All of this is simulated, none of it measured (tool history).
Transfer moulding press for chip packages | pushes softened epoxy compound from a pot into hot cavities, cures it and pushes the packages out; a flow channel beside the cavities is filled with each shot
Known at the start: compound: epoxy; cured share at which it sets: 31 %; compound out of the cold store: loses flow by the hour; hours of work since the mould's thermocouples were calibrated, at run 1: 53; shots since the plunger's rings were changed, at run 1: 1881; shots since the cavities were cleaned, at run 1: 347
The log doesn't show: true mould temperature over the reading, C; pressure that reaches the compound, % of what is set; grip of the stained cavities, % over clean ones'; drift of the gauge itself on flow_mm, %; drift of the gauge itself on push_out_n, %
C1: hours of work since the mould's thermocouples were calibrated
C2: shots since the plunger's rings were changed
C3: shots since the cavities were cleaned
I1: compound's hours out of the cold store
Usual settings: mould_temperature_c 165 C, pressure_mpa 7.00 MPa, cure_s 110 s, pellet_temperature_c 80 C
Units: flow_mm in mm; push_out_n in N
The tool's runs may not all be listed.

{"run": 1, "hour": 0.0, "mould_temperature_c": 165, "pressure_mpa": 7.0, "cure_s": 110, "pellet_temperature_c": 80, "C1": 53, "C2": 1881, "C3": 347, "I1": 12.2, "flow_mm": 840, "push_out_n": 331}
{"run": 2, "hour": 20.8, "mould_temperature_c": 165, "pressure_mpa": 7.0, "cure_s": 110, "pellet_temperature_c": 74, "C1": 65, "C2": 2115, "C3": 581, "I1": 44.6, "flow_mm": 673, "push_out_n": 311}
{"hour": 26.4, "done": "cavities cleaned with cleaning compound and waxed"}
{"run": 3, "hour": 42.9, "mould_temperature_c": 165, "pressure_mpa": 7.0, "cure_s": 110, "pellet_temperature_c": 74, "C1": 78, "C2": 2347, "C3": 185, "I1": 20.0, "flow_mm": 797, "push_out_n": 324}
{"run": 4, "hour": 76.9, "mould_temperature_c": 165, "pressure_mpa": 7.0, "cure_s": 110, "pellet_temperature_c": 74, "C1": 99, "C2": 2730, "C3": 568, "I1": 34.0, "flow_mm": 726, "push_out_n": 322}
{"hour": 85.6, "done": "cavities cleaned with cleaning compound and waxed"}
{"run": 5, "hour": 111.6, "mould_temperature_c": 161, "pressure_mpa": 7.0, "cure_s": 110, "pellet_temperature_c": 80, "C1": 119, "C2": 3104, "C3": 292, "I1": 29.6, "flow_mm": 753, "push_out_n": 383}
{"hour": 143.2, "done": "cavities cleaned with cleaning compound and waxed"}
{"run": 6, "hour": 153.3, "mould_temperature_c": 165, "pressure_mpa": 7.56, "cure_s": 110, "pellet_temperature_c": 80, "C1": 144, "C2": 3558, "C3": 114, "I1": 25.5, "flow_mm": 797, "push_out_n": 318}
{"run": 7, "hour": 182.2, "mould_temperature_c": 165, "pressure_mpa": 7.56, "cure_s": 110, "pellet_temperature_c": 80, "C1": 162, "C2": 3883, "C3": 439, "I1": 20.7, "flow_mm": 820, "push_out_n": 330}
{"hour": 201.0, "done": "cavities cleaned with cleaning compound and waxed"}
{"run": 8, "hour": 209.7, "mould_temperature_c": 165, "pressure_mpa": 8.4, "cure_s": 110, "pellet_temperature_c": 80, "C1": 178, "C2": 4176, "C3": 99, "I1": 30.0, "flow_mm": 812, "push_out_n": 306}
{"run": 9, "hour": 228.6, "mould_temperature_c": 165, "pressure_mpa": 8.4, "cure_s": 110, "pellet_temperature_c": 80, "C1": 190, "C2": 4388, "C3": 311, "I1": 45.0, "flow_mm": 732, "push_out_n": 302}
{"run": 10, "hour": 250.0, "mould_temperature_c": 172, "pressure_mpa": 7.0, "cure_s": 110, "pellet_temperature_c": 80, "C1": 203, "C2": 4629, "C3": 552, "I1": 20.6, "flow_mm": 780, "push_out_n": 277}
{"hour": 257.1, "done": "cavities cleaned with cleaning compound and waxed"}
{"run": 11, "hour": 291.6, "mould_temperature_c": 165, "pressure_mpa": 7.0, "cure_s": 110, "pellet_temperature_c": 80, "C1": 227, "C2": 5081, "C3": 389, "I1": 21.2, "flow_mm": 790, "push_out_n": 332}
{"hour": 316.3, "done": "cavities cleaned with cleaning compound and waxed"}
{"run": 12, "hour": 333.1, "mould_temperature_c": 165, "pressure_mpa": 7.0, "cure_s": 110, "pellet_temperature_c": 80, "C1": 252, "C2": 5532, "C3": 189, "I1": 25.0, "flow_mm": 770, "push_out_n": 323}
{"run": 13, "hour": 351.1, "mould_temperature_c": 172, "pressure_mpa": 7.0, "cure_s": 110, "pellet_temperature_c": 80, "C1": 263, "C2": 5734, "C3": 391, "I1": 12.2, "flow_mm": 831, "push_out_n": 268}
{"hour": 363.6, "done": "plunger's sealing rings changed"}
{"hour": 375.5, "done": "cavities cleaned with cleaning compound and waxed"}
{"run": 14, "hour": 377.0, "mould_temperature_c": 172, "pressure_mpa": 7.0, "cure_s": 110, "pellet_temperature_c": 80, "C1": 277, "C2": 134, "C3": 17, "I1": 42.0, "flow_mm": 675, "push_out_n": 261}
{"run": 15, "hour": 404.3, "mould_temperature_c": 172, "pressure_mpa": 7.0, "cure_s": 110, "pellet_temperature_c": 80, "C1": 293, "C2": 441, "C3": 324, "I1": 35.2, "flow_mm": 710, "push_out_n": 271}
{"hour": 432.8, "done": "cavities cleaned with cleaning compound and waxed"}
{"run": 16, "hour": 449.4, "mould_temperature_c": 167, "pressure_mpa": 7.0, "cure_s": 110, "pellet_temperature_c": 80, "C1": 320, "C2": 932, "C3": 187, "I1": 45.8, "flow_mm": 665, "push_out_n": 296}
{"run": 17, "hour": 472.0, "mould_temperature_c": 167, "pressure_mpa": 7.0, "cure_s": 110, "pellet_temperature_c": 80, "C1": 334, "C2": 1186, "C3": 441, "I1": 26.9, "flow_mm": 758, "push_out_n": 293}
{"hour": 489.8, "done": "cavities cleaned with cleaning compound and waxed"}
{"run": 18, "hour": 512.0, "mould_temperature_c": 161, "pressure_mpa": 7.0, "cure_s": 110, "pellet_temperature_c": 80, "C1": 358, "C2": 1621, "C3": 251, "I1": 36.4, "flow_mm": 713, "push_out_n": 378}
{"run": 19, "hour": 539.8, "mould_temperature_c": 161, "pressure_mpa": 7.52, "cure_s": 110, "pellet_temperature_c": 87, "C1": 375, "C2": 1933, "C3": 563, "I1": 10.9, "flow_mm": 891, "push_out_n": 409}
{"hour": 546.5, "done": "cavities cleaned with cleaning compound and waxed"}
{"run": 20, "hour": 572.2, "mould_temperature_c": 161, "pressure_mpa": 7.52, "cure_s": 110, "pellet_temperature_c": 87, "C1": 394, "C2": 2281, "C3": 290, "I1": 29.4, "flow_mm": 784, "push_out_n": 384}
{"hour": 604.7, "done": "cavities cleaned with cleaning compound and waxed"}
{"run": 21, "hour": 614.5, "mould_temperature_c": 158, "pressure_mpa": 7.0, "cure_s": 141, "pellet_temperature_c": 80, "C1": 419, "C2": 2741, "C3": 111, "I1": 36.0, "flow_mm": 728, "push_out_n": 302}
{"run": 22, "hour": 654.4, "mould_temperature_c": 167, "pressure_mpa": 7.51, "cure_s": 147, "pellet_temperature_c": 80, "C1": 444, "C2": 3190, "C3": 560, "I1": 11.1, "flow_mm": 873, "push_out_n": 260}
{"hour": 662.9, "done": "cavities cleaned with cleaning compound and waxed"}
{"run": 23, "hour": 677.2, "mould_temperature_c": 163, "pressure_mpa": 7.0, "cure_s": 110, "pellet_temperature_c": 78, "C1": 457, "C2": 3430, "C3": 161, "I1": 39.2, "flow_mm": 698, "push_out_n": 342}
{"run": 24, "hour": 698.7, "mould_temperature_c": 163, "pressure_mpa": 7.0, "cure_s": 110, "pellet_temperature_c": 78, "C1": 470, "C2": 3672, "C3": 403, "I1": 32.8, "flow_mm": 732, "push_out_n": 348}
{"hour": 720.8, "done": "cavities cleaned with cleaning compound and waxed"}
{"run": 25, "hour": 740.3, "mould_temperature_c": 164, "pressure_mpa": 6.84, "cure_s": 135, "pellet_temperature_c": 72, "C1": 495, "C2": 4124, "C3": 220, "I1": 32.3, "flow_mm": 726, "push_out_n": 283}
{"hour": 760.2, "done": "mould's thermocouples calibrated"}
{"run": 26, "hour": 760.2, "mould_temperature_c": 164, "pressure_mpa": 6.84, "cure_s": 104, "pellet_temperature_c": 72, "C1": 0, "C2": 4326, "C3": 422, "I1": 13.5, "flow_mm": 827, "push_out_n": 368}
{"hour": 781.7, "done": "cavities cleaned with cleaning compound and waxed"}
{"run": 27, "hour": 804.1, "mould_temperature_c": 164, "pressure_mpa": 6.84, "cure_s": 104, "pellet_temperature_c": 72, "C1": 26, "C2": 4803, "C3": 252, "I1": 22.1, "flow_mm": 778, "push_out_n": 366}
{"hour": 838.0, "done": "cavities cleaned with cleaning compound and waxed"}
{"run": 28, "hour": 848.1, "mould_temperature_c": 164, "pressure_mpa": 6.84, "cure_s": 104, "pellet_temperature_c": 72, "C1": 52, "C2": 5281, "C3": 113, "I1": 45.1, "flow_mm": 664, "push_out_n": 353}

How the hidden state differs across the entries between the runs, from the last listed run before each to the first after it:
Between runs 2 and 3: cavities cleaned with cleaning compound and waxed (hour 26.4)
  pressure that reaches the compound, % of what is set: 99.96 -> 99.95; grip of the stained cavities, % over clean ones': 0.8 -> 0.3
Between runs 4 and 5: cavities cleaned with cleaning compound and waxed (hour 85.6)
  pressure that reaches the compound, % of what is set: 99.94 -> 99.93; grip of the stained cavities, % over clean ones': 0.8 -> 0.5
Between runs 5 and 6: cavities cleaned with cleaning compound and waxed (hour 143.2)
  grip of the stained cavities, % over clean ones': 0.5 -> 0.3
Between runs 7 and 8: cavities cleaned with cleaning compound and waxed (hour 201.0)
  pressure that reaches the compound, % of what is set: 99.92 -> 99.91; grip of the stained cavities, % over clean ones': 0.7 -> 0.2
Between runs 10 and 11: cavities cleaned with cleaning compound and waxed (hour 257.1)
  pressure that reaches the compound, % of what is set: 99.9 -> 99.89; grip of the stained cavities, % over clean ones': 0.8 -> 0.6
Between runs 11 and 12: cavities cleaned with cleaning compound and waxed (hour 316.3)
  pressure that reaches the compound, % of what is set: 99.89 -> 99.88; grip of the stained cavities, % over clean ones': 0.6 -> 0.4
Between runs 13 and 14: plunger's sealing rings changed (hour 363.6); cavities cleaned with cleaning compound and waxed (hour 375.5)
  pressure that reaches the compound, % of what is set: 99.88 -> 100; grip of the stained cavities, % over clean ones': 0.6 -> 0.1
Between runs 15 and 16: cavities cleaned with cleaning compound and waxed (hour 432.8)
  pressure that reaches the compound, % of what is set: 99.99 -> 99.98; grip of the stained cavities, % over clean ones': 0.6 -> 0.4
Between runs 17 and 18: cavities cleaned with cleaning compound and waxed (hour 489.8)
  pressure that reaches the compound, % of what is set: 99.97 -> 99.96; grip of the stained cavities, % over clean ones': 0.7 -> 0.5
Between runs 19 and 20: cavities cleaned with cleaning compound and waxed (hour 546.5)
  pressure that reaches the compound, % of what is set: 99.96 -> 99.95; grip of the stained cavities, % over clean ones': 0.9 -> 0.5
Between runs 20 and 21: cavities cleaned with cleaning compound and waxed (hour 604.7)
  pressure that reaches the compound, % of what is set: 99.95 -> 99.94; grip of the stained cavities, % over clean ones': 0.5 -> 0.2
Between runs 22 and 23: cavities cleaned with cleaning compound and waxed (hour 662.9)
  grip of the stained cavities, % over clean ones': 0.8 -> 0.3
Between runs 24 and 25: cavities cleaned with cleaning compound and waxed (hour 720.8)
  pressure that reaches the compound, % of what is set: 99.92 -> 99.91; grip of the stained cavities, % over clean ones': 0.6 -> 0.4
Between runs 25 and 26: mould's thermocouples calibrated (hour 760.2)
  true mould temperature over the reading, C: -0.01 -> 0; grip of the stained cavities, % over clean ones': 0.4 -> 0.7
Between runs 26 and 27: cavities cleaned with cleaning compound and waxed (hour 781.7)
  pressure that reaches the compound, % of what is set: 99.91 -> 99.9; grip of the stained cavities, % over clean ones': 0.7 -> 0.5
Between runs 27 and 28: cavities cleaned with cleaning compound and waxed (hour 838.0)
  pressure that reaches the compound, % of what is set: 99.9 -> 99.89; grip of the stained cavities, % over clean ones': 0.5 -> 0.3

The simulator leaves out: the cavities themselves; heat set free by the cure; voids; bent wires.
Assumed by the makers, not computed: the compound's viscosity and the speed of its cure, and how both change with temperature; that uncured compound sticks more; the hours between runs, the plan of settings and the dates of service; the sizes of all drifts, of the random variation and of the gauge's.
